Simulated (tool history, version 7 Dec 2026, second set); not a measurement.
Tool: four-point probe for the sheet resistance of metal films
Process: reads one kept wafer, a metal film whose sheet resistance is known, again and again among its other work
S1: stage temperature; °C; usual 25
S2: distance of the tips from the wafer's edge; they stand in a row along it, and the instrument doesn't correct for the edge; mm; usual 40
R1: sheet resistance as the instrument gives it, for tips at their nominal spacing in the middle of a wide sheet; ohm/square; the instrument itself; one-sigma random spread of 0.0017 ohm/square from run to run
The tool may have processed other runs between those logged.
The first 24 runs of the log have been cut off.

run,hour,S1,S2,R1
25,299.9,32,36,8.305670
26,311.4,26,4,8.571395
27,324.7,19,16,8.316333
28,339.1,19,16,8.314451
29,355.1,19,16,8.316280
30,370.2,25,49,8.300395
31,380.5,21,49,8.301720
32,391.4,34,62,8.302320
33,400.0,21,25,8.302674
34,407.7,21,25,8.307002
35,419.3,20,51,8.301026
36,431.4,28,51,8.298973
37,438.3,28,51,8.301366
38,451.1,30,23,8.307820
39,462.8,30,23,8.308610
40,478.5,27,67,8.298956
41,494.6,27,67,8.298905
42,509.4,25,4,8.570154
43,516.4,25,4,8.568191
44,527.0,21,4,8.569155

Here are 5 independent what-if runs from the current tool condition. What would each one return?
A,540.2,21,5,?
B,540.2,22,40,?
C,540.2,26,9,?
D,540.2,25,5,?
E,540.2,29,4,?

run,R1
A,8.475046
B,8.299839
C,8.350008
D,8.474625
E,8.566227
With the hidden condition removed and each run's random variation left untouched, the same runs would have given:
run,R1
A,8.504149
B,8.328366
C,8.378642
D,8.503672
E,8.595511
